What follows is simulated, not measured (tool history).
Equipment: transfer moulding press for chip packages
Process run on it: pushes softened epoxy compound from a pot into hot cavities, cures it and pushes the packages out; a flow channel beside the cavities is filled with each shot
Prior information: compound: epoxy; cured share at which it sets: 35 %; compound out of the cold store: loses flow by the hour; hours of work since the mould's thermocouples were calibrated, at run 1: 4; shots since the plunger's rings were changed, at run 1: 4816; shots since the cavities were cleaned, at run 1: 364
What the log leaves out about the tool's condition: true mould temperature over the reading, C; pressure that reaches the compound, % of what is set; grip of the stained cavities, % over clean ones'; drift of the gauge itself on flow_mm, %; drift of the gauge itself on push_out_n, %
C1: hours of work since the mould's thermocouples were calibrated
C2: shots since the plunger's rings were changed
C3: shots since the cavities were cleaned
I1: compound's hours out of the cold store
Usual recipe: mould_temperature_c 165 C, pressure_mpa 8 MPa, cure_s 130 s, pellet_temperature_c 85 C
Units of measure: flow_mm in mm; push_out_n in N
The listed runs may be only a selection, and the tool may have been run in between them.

{"run": 1, "hour": 0.0, "mould_temperature_c": 165, "pressure_mpa": 8, "cure_s": 130, "pellet_temperature_c": 85, "C1": 4, "C2": 4816, "C3": 364, "I1": 28, "flow_mm": 845, "push_out_n": 365}
{"hour": 6.8, "done": "plunger's sealing rings changed"}
{"run": 2, "hour": 9.5, "mould_temperature_c": 165, "pressure_mpa": 8, "cure_s": 130, "pellet_temperature_c": 95, "C1": 8, "C2": 21, "C3": 418, "I1": 13.9, "flow_mm": 967, "push_out_n": 366}
{"hour": 16.9, "done": "cavities cleaned with cleaning compound and waxed"}
{"run": 3, "hour": 20.3, "mould_temperature_c": 165, "pressure_mpa": 8, "cure_s": 130, "pellet_temperature_c": 95, "C1": 13, "C2": 93, "C3": 27, "I1": 9.1, "flow_mm": 1008, "push_out_n": 486}
{"run": 4, "hour": 29.1, "mould_temperature_c": 165, "pressure_mpa": 8, "cure_s": 130, "pellet_temperature_c": 80, "C1": 18, "C2": 161, "C3": 95, "I1": 43.9, "flow_mm": 807, "push_out_n": 472}
{"run": 5, "hour": 37.5, "mould_temperature_c": 165, "pressure_mpa": 8, "cure_s": 130, "pellet_temperature_c": 80, "C1": 23, "C2": 226, "C3": 160, "I1": 17.2, "flow_mm": 956, "push_out_n": 461}
{"run": 6, "hour": 43.2, "mould_temperature_c": 169, "pressure_mpa": 8, "cure_s": 130, "pellet_temperature_c": 80, "C1": 26, "C2": 270, "C3": 204, "I1": 32.1, "flow_mm": 859, "push_out_n": 425}
{"run": 7, "hour": 49.8, "mould_temperature_c": 169, "pressure_mpa": 8, "cure_s": 130, "pellet_temperature_c": 80, "C1": 30, "C2": 321, "C3": 255, "I1": 45.6, "flow_mm": 784, "push_out_n": 444}
{"run": 8, "hour": 54.2, "mould_temperature_c": 169, "pressure_mpa": 8, "cure_s": 130, "pellet_temperature_c": 80, "C1": 32, "C2": 355, "C3": 289, "I1": 27.8, "flow_mm": 877, "push_out_n": 445}
{"hour": 56.4, "done": "cavities cleaned with cleaning compound and waxed, once more"}
{"run": 9, "hour": 65.3, "mould_temperature_c": 169, "pressure_mpa": 8, "cure_s": 130, "pellet_temperature_c": 80, "C1": 37, "C2": 429, "C3": 68, "I1": 25.5, "flow_mm": 894, "push_out_n": 230}
{"run": 10, "hour": 70.2, "mould_temperature_c": 165, "pressure_mpa": 8, "cure_s": 166, "pellet_temperature_c": 85, "C1": 40, "C2": 467, "C3": 106, "I1": 18.9, "flow_mm": 936, "push_out_n": 244}
{"run": 11, "hour": 78.9, "mould_temperature_c": 165, "pressure_mpa": 8, "cure_s": 130, "pellet_temperature_c": 85, "C1": 45, "C2": 535, "C3": 174, "I1": 42.7, "flow_mm": 812, "push_out_n": 298}
{"run": 12, "hour": 87.7, "mould_temperature_c": 165, "pressure_mpa": 8, "cure_s": 130, "pellet_temperature_c": 90, "C1": 50, "C2": 603, "C3": 242, "I1": 23.4, "flow_mm": 918, "push_out_n": 321}
{"run": 13, "hour": 93.9, "mould_temperature_c": 165, "pressure_mpa": 7.66, "cure_s": 130, "pellet_temperature_c": 85, "C1": 53, "C2": 651, "C3": 290, "I1": 40.7, "flow_mm": 803, "push_out_n": 324}
{"run": 14, "hour": 98.9, "mould_temperature_c": 165, "pressure_mpa": 8, "cure_s": 130, "pellet_temperature_c": 86, "C1": 56, "C2": 690, "C3": 329, "I1": 44.9, "flow_mm": 796, "push_out_n": 353}
{"run": 15, "hour": 107.9, "mould_temperature_c": 173, "pressure_mpa": 6.8, "cure_s": 130, "pellet_temperature_c": 86, "C1": 61, "C2": 760, "C3": 399, "I1": 35.2, "flow_mm": 764, "push_out_n": 343}
{"run": 16, "hour": 113.1, "mould_temperature_c": 173, "pressure_mpa": 6.88, "cure_s": 161, "pellet_temperature_c": 83, "C1": 64, "C2": 800, "C3": 439, "I1": 25.3, "flow_mm": 819, "push_out_n": 343}
{"hour": 117.9, "done": "cavities cleaned with cleaning compound and waxed"}
{"run": 17, "hour": 123.8, "mould_temperature_c": 161, "pressure_mpa": 8.69, "cure_s": 153, "pellet_temperature_c": 86, "C1": 69, "C2": 871, "C3": 45, "I1": 46.5, "flow_mm": 836, "push_out_n": 229}
{"run": 18, "hour": 132.4, "mould_temperature_c": 165, "pressure_mpa": 8.06, "cure_s": 114, "pellet_temperature_c": 81, "C1": 74, "C2": 938, "C3": 112, "I1": 30.6, "flow_mm": 869, "push_out_n": 300}
{"run": 19, "hour": 140.1, "mould_temperature_c": 165, "pressure_mpa": 7.37, "cure_s": 132, "pellet_temperature_c": 85, "C1": 79, "C2": 997, "C3": 171, "I1": 11, "flow_mm": 950, "push_out_n": 298}
{"run": 20, "hour": 147.1, "mould_temperature_c": 164, "pressure_mpa": 8, "cure_s": 130, "pellet_temperature_c": 85, "C1": 83, "C2": 1051, "C3": 225, "I1": 26.1, "flow_mm": 897, "push_out_n": 329}
{"run": 21, "hour": 151.8, "mould_temperature_c": 164, "pressure_mpa": 8, "cure_s": 130, "pellet_temperature_c": 85, "C1": 85, "C2": 1088, "C3": 262, "I1": 45, "flow_mm": 793, "push_out_n": 333}
{"run": 22, "hour": 161.3, "mould_temperature_c": 164, "pressure_mpa": 8, "cure_s": 165, "pellet_temperature_c": 85, "C1": 91, "C2": 1161, "C3": 335, "I1": 26.8, "flow_mm": 896, "push_out_n": 330}
{"run": 23, "hour": 167.5, "mould_temperature_c": 169, "pressure_mpa": 6.83, "cure_s": 165, "pellet_temperature_c": 93, "C1": 94, "C2": 1209, "C3": 383, "I1": 21.7, "flow_mm": 833, "push_out_n": 334}
{"run": 24, "hour": 174.7, "mould_temperature_c": 165, "pressure_mpa": 9.15, "cure_s": 130, "pellet_temperature_c": 85, "C1": 98, "C2": 1265, "C3": 439, "I1": 20.4, "flow_mm": 986, "push_out_n": 377}
{"hour": 179.5, "done": "cavities cleaned with cleaning compound and waxed"}
{"run": 25, "hour": 181.8, "mould_temperature_c": 164, "pressure_mpa": 7.87, "cure_s": 130, "pellet_temperature_c": 85, "C1": 101, "C2": 1308, "C3": 18, "I1": 24.5, "flow_mm": 891, "push_out_n": 232}
{"run": 26, "hour": 191.4, "mould_temperature_c": 164, "pressure_mpa": 7.87, "cure_s": 130, "pellet_temperature_c": 85, "C1": 107, "C2": 1383, "C3": 93, "I1": 17.9, "flow_mm": 930, "push_out_n": 272}
{"run": 27, "hour": 196.4, "mould_temperature_c": 165, "pressure_mpa": 6.57, "cure_s": 165, "pellet_temperature_c": 85, "C1": 109, "C2": 1421, "C3": 131, "I1": 37.8, "flow_mm": 755, "push_out_n": 249}
{"run": 28, "hour": 204.1, "mould_temperature_c": 168, "pressure_mpa": 8, "cure_s": 170, "pellet_temperature_c": 90, "C1": 114, "C2": 1481, "C3": 191, "I1": 46.7, "flow_mm": 773, "push_out_n": 274}

Below are 3 alternative next runs, each starting from the tool's condition after run 28. Predict each:
{"run": "A", "hour": 210.4, "mould_temperature_c": 165, "pressure_mpa": 7.28, "cure_s": 115, "pellet_temperature_c": 95, "C1": 117, "C2": 1529, "C3": 239, "I1": 38.9, "flow_mm": "?", "push_out_n": "?"}
{"run": "B", "hour": 210.4, "mould_temperature_c": 168, "pressure_mpa": 7.6, "cure_s": 170, "pellet_temperature_c": 78, "C1": 117, "C2": 1529, "C3": 239, "I1": 10.1, "flow_mm": "?", "push_out_n": "?"}
{"run": "C", "hour": 210.4, "mould_temperature_c": 161, "pressure_mpa": 8, "cure_s": 170, "pellet_temperature_c": 90, "C1": 117, "C2": 1529, "C3": 239, "I1": 26.2, "flow_mm": "?", "push_out_n": "?"}

run=A flow_mm=784 push_out_n=346
run=B flow_mm=942 push_out_n=298
run=C flow_mm=892 push_out_n=296
With the hidden condition removed and each run's random variation left untouched, the same runs would have given:
run=A flow_mm=798 push_out_n=231
run=B flow_mm=959 push_out_n=197
run=C flow_mm=908 push_out_n=194
